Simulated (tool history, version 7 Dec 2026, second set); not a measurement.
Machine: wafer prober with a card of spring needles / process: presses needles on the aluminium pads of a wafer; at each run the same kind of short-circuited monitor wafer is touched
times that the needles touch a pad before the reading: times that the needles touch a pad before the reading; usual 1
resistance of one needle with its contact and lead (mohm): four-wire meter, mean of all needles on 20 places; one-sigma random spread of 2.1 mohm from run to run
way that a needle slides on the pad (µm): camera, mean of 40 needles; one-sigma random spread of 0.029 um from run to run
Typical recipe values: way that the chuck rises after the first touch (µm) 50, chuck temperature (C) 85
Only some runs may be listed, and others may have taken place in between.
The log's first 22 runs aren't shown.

run   hour  way that the chuck rises after the first touch (µm)  chuck temperature (C)  times that the needles touch a pad before the reading  touches since the tips were cleaned  cleanings since the card got new needles  touches since the first contact's height was set  resistance of one needle with its contact and lead (mohm)  way that a needle slides on the pad (µm)
 23  147.5                                                   50                     35                                                      1                                 5189                                        10                                             59011                                                        219                                      8.96
       148  -- tips cleaned on abrasive film
 24  153.3                                                   60                     74                                                      2                                 1484                                        11                                             60609                                                        229                                     10.67
 25  161.5                                                   60                     74                                                      2                                 3815                                        11                                             62940                                                        223                                     10.73
     166.8  -- tips cleaned on abrasive film
 26  170.5                                                   60                     74                                                      2                                 1060                                        12                                             65460                                                        227                                     10.74
 27  177.6                                                   60                     74                                                      2                                 3071                                        12                                             67471                                                        225                                     10.74
     185.7  -- tips cleaned on abrasive film
 28  185.7                                                   31                     74                                                      2                                    0                                        13                                             69722                                                        229                                      5.62
 29  189.7                                                   67                     85                                                      1                                 1159                                        13                                             70881                                                        225                                     11.97
 30  195.3                                                   31                     44                                                      1                                 2746                                        13                                             72468                                                        219                                      5.58
     204.3  -- tips cleaned on abrasive film
 31  204.3                                                   52                     89                                                      1                                    0                                        14                                             74978                                                        227                                      9.32
 32  209.9                                                   50                    106                                                      2                                 1594                                        14                                             76572                                                        234                                      8.95
 33  215.9                                                   50                    106                                                      2                                 3290                                        14                                             78268                                                        234                                       8.9
 34  219.9                                                   49                     80                                                      1                                 4403                                        14                                             79381                                                        230                                      8.73
     223.5  -- tips cleaned on abrasive film
 35  225.5                                                   33                     83                                                      2                                  571                                        15                                             80955                                                        228                                      5.92
 36  231.4                                                   46                     83                                                      1                                 2241                                        15                                             82625                                                        230                                       8.2

Branching from run 36: 3 alternative next runs. What would each branch give?
  A  236.7                                                   48                     85                                                      1                                 3725                                        15                                             84109                                                          ?                                         ?
  B  236.7                                                   67                     29                                                      1                                 3725                                        15                                             84109                                                          ?                                         ?
  C  236.7                                                   50                     27                                                      1                                 3725                                        15                                             84109                                                          ?                                         ?

run  resistance of one needle with its contact and lead (mohm)  way that a needle slides on the pad (µm)
  A                                                        226                                      8.59
  B                                                        214                                     11.98
  C                                                        217                                      8.96
What these runs would have given with no unlogged condition in the tool:
run  resistance of one needle with its contact and lead (mohm)  way that a needle slides on the pad (µm)
  A                                                        226                                      8.59
  B                                                        214                                     11.98
  C                                                        217                                      8.97

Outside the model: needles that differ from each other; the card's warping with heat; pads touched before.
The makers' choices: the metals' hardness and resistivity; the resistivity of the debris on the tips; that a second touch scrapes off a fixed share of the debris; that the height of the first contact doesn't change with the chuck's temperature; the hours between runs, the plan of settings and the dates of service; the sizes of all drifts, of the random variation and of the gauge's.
